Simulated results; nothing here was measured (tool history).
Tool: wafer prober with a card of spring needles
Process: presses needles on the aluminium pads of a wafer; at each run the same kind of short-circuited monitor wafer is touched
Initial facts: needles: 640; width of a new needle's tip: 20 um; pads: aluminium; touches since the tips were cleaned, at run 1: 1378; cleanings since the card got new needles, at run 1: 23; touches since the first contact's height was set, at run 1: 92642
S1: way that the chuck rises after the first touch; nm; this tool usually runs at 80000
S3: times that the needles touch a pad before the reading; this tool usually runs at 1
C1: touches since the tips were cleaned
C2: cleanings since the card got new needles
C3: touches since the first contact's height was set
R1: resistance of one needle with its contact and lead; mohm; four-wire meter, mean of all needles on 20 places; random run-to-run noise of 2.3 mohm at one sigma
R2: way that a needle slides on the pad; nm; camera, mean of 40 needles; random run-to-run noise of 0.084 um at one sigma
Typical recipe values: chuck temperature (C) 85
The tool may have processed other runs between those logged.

Run 1, hour 0: usual settings; C1 1378; C2 23; C3 92642. Result: R1 270 mohm, R2 21210 nm.
At hour 5.8: tips cleaned on abrasive film.
At hour 15.4: tips cleaned on abrasive film.
At hour 25.1: tips cleaned on abrasive film.
At hour 34.7: tips cleaned on abrasive film.
At hour 42.4: tips cleaned on abrasive film.
At hour 51: tips cleaned on abrasive film.
Run 2, hour 51: usual settings but chuck temperature (C) 74; C1 0; C2 29; C3 115111. Result: R1 253 mohm, R2 21160 nm.
At hour 60.6: tips cleaned on abrasive film.
At hour 70.2: tips cleaned on abrasive film.
At hour 79.9: tips cleaned on abrasive film.
Run 3, hour 84.7: usual settings but chuck temperature (C) 74; C1 2174; C2 32; C3 130034. Result: R1 284 mohm, R2 21050 nm.
At hour 88.6: tips cleaned on abrasive film.
At hour 98.3: tips cleaned on abrasive film.
At hour 107.9: tips cleaned on abrasive film.
At hour 117.5: tips cleaned on abrasive film.
At hour 127.2: tips cleaned on abrasive film.
At hour 134.9: tips cleaned on abrasive film.
Run 4, hour 138.6: usual settings but S1 86000 nm; C1 1662; C2 38; C3 153799. Result: R1 270 mohm, R2 22480 nm.
At hour 144.4: tips cleaned on abrasive film.
At hour 152.2: tips cleaned on abrasive film.
At hour 161.8: tips cleaned on abrasive film.
At hour 171.4: tips cleaned on abrasive film.
Run 5, hour 174.1: usual settings but S1 86000 nm; C1 1206; C2 42; C3 169456. Result: R1 272 mohm, R2 22300 nm.
At hour 179.9: tips cleaned on abrasive film.
At hour 187.7: tips cleaned on abrasive film.
At hour 197.3: tips cleaned on abrasive film.
At hour 205: tips cleaned on abrasive film.
At hour 214.6: tips cleaned on abrasive film.
At hour 224.3: tips cleaned on abrasive film.
At hour 233.9: tips cleaned on abrasive film.
Run 6, hour 239.4: usual settings; C1 2434; C2 49; C3 198242. Result: R1 282 mohm, R2 20520 nm.
At hour 243.3: tips cleaned on abrasive film.
At hour 251: tips cleaned on abrasive film.
At hour 260.6: tips cleaned on abrasive film.
At hour 270.2: tips cleaned on abrasive film.
At hour 276.3: height of the first contact set anew.
At hour 278.3: tips cleaned on abrasive film.
At hour 287.9: tips cleaned on abrasive film.
Run 7, hour 293.2: usual settings; C1 2378; C2 55; C3 7478. Result: R1 281 mohm, R2 21660 nm.
At hour 297.1: tips cleaned on abrasive film.
At hour 306.8: tips cleaned on abrasive film.
At hour 316.4: tips cleaned on abrasive film.
At hour 324.1: tips cleaned on abrasive film.
At hour 331.9: tips cleaned on abrasive film.
At hour 341.5: tips cleaned on abrasive film.
At hour 351.1: tips cleaned on abrasive film.
Run 8, hour 355.5: usual settings but S1 97000 nm; C1 1959; C2 62; C3 34939. Result: R1 270 mohm, R2 26200 nm.
At hour 359.4: tips cleaned on abrasive film.
At hour 369: tips cleaned on abrasive film.
At hour 376.8: tips cleaned on abrasive film.
At hour 386.4: tips cleaned on abrasive film.
At hour 396: tips cleaned on abrasive film.
At hour 403.8: tips cleaned on abrasive film.
Run 9, hour 407.8: usual settings; C1 1792; C2 68; C3 57985. Result: R1 277 mohm, R2 21400 nm.
At hour 411.7: tips cleaned on abrasive film.
At hour 421.3: tips cleaned on abrasive film.
At hour 430.9: tips cleaned on abrasive film.
At hour 440.6: tips cleaned on abrasive film.
At hour 448.3: tips cleaned on abrasive film.
At hour 457.9: tips cleaned on abrasive film.
At hour 466.8: tips cleaned on abrasive film.
Run 10, hour 466.8: usual settings; C1 0; C2 75; C3 83994. Result: R1 262 mohm, R2 21270 nm.
At hour 474.5: tips cleaned on abrasive film.
At hour 484.1: tips cleaned on abrasive film.
At hour 493.8: tips cleaned on abrasive film.
At hour 503.4: tips cleaned on abrasive film.
At hour 513: tips cleaned on abrasive film.
At hour 522.7: tips cleaned on abrasive film.
Run 11, hour 522.7: usual settings but S1 64000 nm, chuck temperature (C) 57; C1 18; C2 81; C3 108665. Result: R1 257 mohm, R2 16820 nm.
At hour 530.5: tips cleaned on abrasive film.
At hour 540.1: tips cleaned on abrasive film.
At hour 547.8: tips cleaned on abrasive film.
At hour 557.4: tips cleaned on abrasive film.
At hour 567.1: tips cleaned on abrasive film.
Run 12, hour 573.4: usual settings but S1 82000 nm, chuck temperature (C) 101, S3 3; C1 2834; C2 86; C3 131068. Result: R1 268 mohm, R2 21360 nm.
At hour 575.4: tips cleaned on abrasive film.
At hour 585.1: tips cleaned on abrasive film.
At hour 592.8: tips cleaned on abrasive film.
At hour 602.4: tips cleaned on abrasive film.
Run 13, hour 606.1: usual settings but S1 82000 nm, chuck temperature (C) 101, S3 3; C1 1628; C2 90; C3 145447. Result: R1 270 mohm, R2 21210 nm.
At hour 611.9: tips cleaned on abrasive film.
At hour 621.5: tips cleaned on abrasive film.
At hour 631.1: tips cleaned on abrasive film.
At hour 638.9: tips cleaned on abrasive film.
Run 14, hour 639.2: usual settings but S1 62000 nm, chuck temperature (C) 71, S3 2; C1 146; C2 94; C3 160045. Result: R1 264 mohm, R2 15760 nm.
At hour 646.9: tips cleaned on abrasive film.
At hour 656.5: tips cleaned on abrasive film.
At hour 666.2: tips cleaned on abrasive film.
At hour 675.8: tips cleaned on abrasive film.
At hour 685.4: tips cleaned on abrasive film.
At hour 695.1: tips cleaned on abrasive film.
At hour 702.8: tips cleaned on abrasive film.
Run 15, hour 703.6: usual settings but S1 65000 nm, chuck temperature (C) 50, S3 2; C1 353; C2 101; C3 188451. Result: R1 259 mohm, R2 16370 nm.
At hour 711.3: tips cleaned on abrasive film.
At hour 719: tips cleaned on abrasive film.
At hour 728.6: tips cleaned on abrasive film.
Run 16, hour 732.9: usual settings but S1 76000 nm, chuck temperature (C) 34; C1 1896; C2 104; C3 201398. Result: R1 271 mohm, R2 19170 nm.
At hour 736.8: tips cleaned on abrasive film.
At hour 746.4: tips cleaned on abrasive film.
At hour 756.1: tips cleaned on abrasive film.
At hour 762.1: height of the first contact set anew.
At hour 766: tips cleaned on abrasive film.
At hour 775.6: tips cleaned on abrasive film.
Run 17, hour 779.3: usual settings but S1 76000 nm, chuck temperature (C) 34; C1 1635; C2 109; C3 7586. Result: R1 275 mohm, R2 20690 nm.
At hour 785.1: tips cleaned on abrasive film.
At hour 792.8: tips cleaned on abrasive film.
At hour 802.5: tips cleaned on abrasive film.
At hour 810.2: tips cleaned on abrasive film.
Run 18, hour 813.8: usual settings but S1 69000 nm; C1 1620; C2 113; C3 22808. Result: R1 283 mohm, R2 18710 nm.
At hour 819.6: tips cleaned on abrasive film.
At hour 827.4: tips cleaned on abrasive film.
At hour 837: tips cleaned on abrasive film.
At hour 846.6: tips cleaned on abrasive film.
At hour 854.3: tips cleaned on abrasive film.
At hour 864: tips cleaned on abrasive film.
Run 19, hour 865.5: usual settings but S1 83000 nm; C1 687; C2 119; C3 45597. Result: R1 271 mohm, R2 22300 nm.

Each row is a separate what-if for the run after 19, all from the same tool condition, not one after another. Results?
At hour 873.2: tips cleaned on abrasive film.
At hour 882.9: tips cleaned on abrasive film.
At hour 892.5: tips cleaned on abrasive film.
At hour 900.2: tips cleaned on abrasive film.
At hour 909.9: tips cleaned on abrasive film.
At hour 919.5: tips cleaned on abrasive film.
Run A, hour 921.7: usual settings but S1 85000 nm, chuck temperature (C) 103; C1 1006; C2 125; C3 70406. Result: R1 ?, R2 ?.
At hour 873.2: tips cleaned on abrasive film.
At hour 882.9: tips cleaned on abrasive film.
At hour 892.5: tips cleaned on abrasive film.
At hour 900.2: tips cleaned on abrasive film.
At hour 909.9: tips cleaned on abrasive film.
At hour 919.5: tips cleaned on abrasive film.
Run B, hour 921.7: usual settings but S1 83000 nm, chuck temperature (C) 28, S3 2; C1 1006; C2 125; C3 70406. Result: R1 ?, R2 ?.
At hour 873.2: tips cleaned on abrasive film.
At hour 882.9: tips cleaned on abrasive film.
At hour 892.5: tips cleaned on abrasive film.
At hour 900.2: tips cleaned on abrasive film.
At hour 909.9: tips cleaned on abrasive film.
At hour 919.5: tips cleaned on abrasive film.
Run C, hour 921.7: usual settings but chuck temperature (C) 42, S3 2; C1 1006; C2 125; C3 70406. Result: R1 ?, R2 ?.

run   R1     R2
  A  273  22640
  B  254  22160
  C  255  21400
Stripped of hidden state, with their random variation kept, the same runs would have yielded:
run   R1     R2
  A  261  23140
  B  245  22660
  C  246  21900
